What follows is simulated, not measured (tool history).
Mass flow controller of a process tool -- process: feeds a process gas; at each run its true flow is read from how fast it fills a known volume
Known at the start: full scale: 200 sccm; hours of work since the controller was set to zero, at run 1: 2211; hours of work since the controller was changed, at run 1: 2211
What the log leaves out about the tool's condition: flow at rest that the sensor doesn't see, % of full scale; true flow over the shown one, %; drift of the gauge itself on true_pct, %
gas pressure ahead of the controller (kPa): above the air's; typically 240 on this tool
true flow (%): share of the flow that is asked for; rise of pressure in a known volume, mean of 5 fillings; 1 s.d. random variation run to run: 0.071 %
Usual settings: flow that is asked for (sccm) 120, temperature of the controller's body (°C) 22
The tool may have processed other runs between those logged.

run,hour,flow that is asked for (sccm),gas pressure ahead of the controller (kPa),temperature of the controller's body (°C),hours of work since the controller was set to zero,hours of work since the controller was changed,true flow (%)
1,0.0,120,240,22,2211,2211,100.66
2,46.6,30,240,22,2246,2246,99.24
3,117.4,30,240,22,2300,2300,99.31
4,191.2,30,240,22,2356,2356,99.26
5,263.0,120,240,22,2411,2411,100.54
6,351.7,120,240,22,2479,2479,100.54
7,437.3,120,240,22,2544,2544,100.64
8,527.5,120,240,22,2612,2612,100.65
9,588.4,120,240,22,2659,2659,100.59
10,641.7,120,240,22,2699,2699,100.73
11,745.5,120,240,22,2779,2779,100.70
12,829.6,120,240,22,2843,2843,100.66
13,911.0,120,240,22,2905,2905,100.81
14,1003.5,120,240,29,2975,2975,99.94
15,1066.1,120,240,29,3023,3023,99.88
16,1145.5,120,240,29,3083,3083,100.02
17,1212.1,120,258,29,3134,3134,99.99
18,1258.0,120,258,29,3169,3169,99.97
19,1310.5,120,258,29,3209,3209,99.98
20,1410.7,120,258,29,3285,3285,99.94
21,1453.6,34,258,29,3318,3318,98.46
22,1522.9,120,240,28,3371,3371,100.08
23,1571.0,120,240,24,3407,3407,100.48
24,1631.6,44,240,22,3453,3453,99.71
25,1715.0,40,241,22,3517,3517,99.60
26,1802.0,118,195,27,3583,3583,100.61
27,1886.3,37,258,21,3647,3647,99.59
28,1965.0,120,209,22,3707,3707,101.05
29,2063.1,120,209,22,3782,3782,100.97
30,2143.8,60,213,33,3843,3843,99.13
# hour 2152.6: controller's zero set anew
31,2242.6,63,240,22,69,3918,99.82
32,2303.4,94,151,22,115,3965,100.87
33,2373.5,65,216,34,168,4018,98.64
34,2417.1,65,216,34,201,4051,98.63
35,2513.1,193,194,26,275,4124,101.03
36,2605.7,197,194,22,345,4195,101.53
# hour 2623.3: controller's zero set anew, once more
37,2690.8,31,266,21,51,4259,101.55
38,2736.4,67,240,22,86,4294,101.55
39,2808.3,34,240,22,141,4349,101.46
40,2875.9,149,144,22,192,4400,102.02
41,2944.4,149,144,22,245,4452,102.14
42,3022.7,28,240,22,304,4512,101.42
43,3127.9,69,215,31,384,4592,100.58
44,3180.0,20,240,22,424,4632,101.12
45,3244.1,70,175,27,473,4681,101.22
46,3324.1,136,168,31,534,4742,100.97
47,3380.7,36,168,33,577,4785,100.39

Branching from run 47: 4 alternative next runs. What would each branch give?
A,3478.2,77,240,22,651,4859,?
B,3478.2,195,240,37,651,4859,?
C,3478.2,106,157,25,651,4859,?
D,3478.2,178,240,30,651,4859,?

run,true flow (%)
A,101.63
B,100.10
C,101.77
D,101.10
What these runs would have given with no unlogged condition in the tool:
run,true flow (%)
A,99.92
B,98.28
C,100.01
D,99.28

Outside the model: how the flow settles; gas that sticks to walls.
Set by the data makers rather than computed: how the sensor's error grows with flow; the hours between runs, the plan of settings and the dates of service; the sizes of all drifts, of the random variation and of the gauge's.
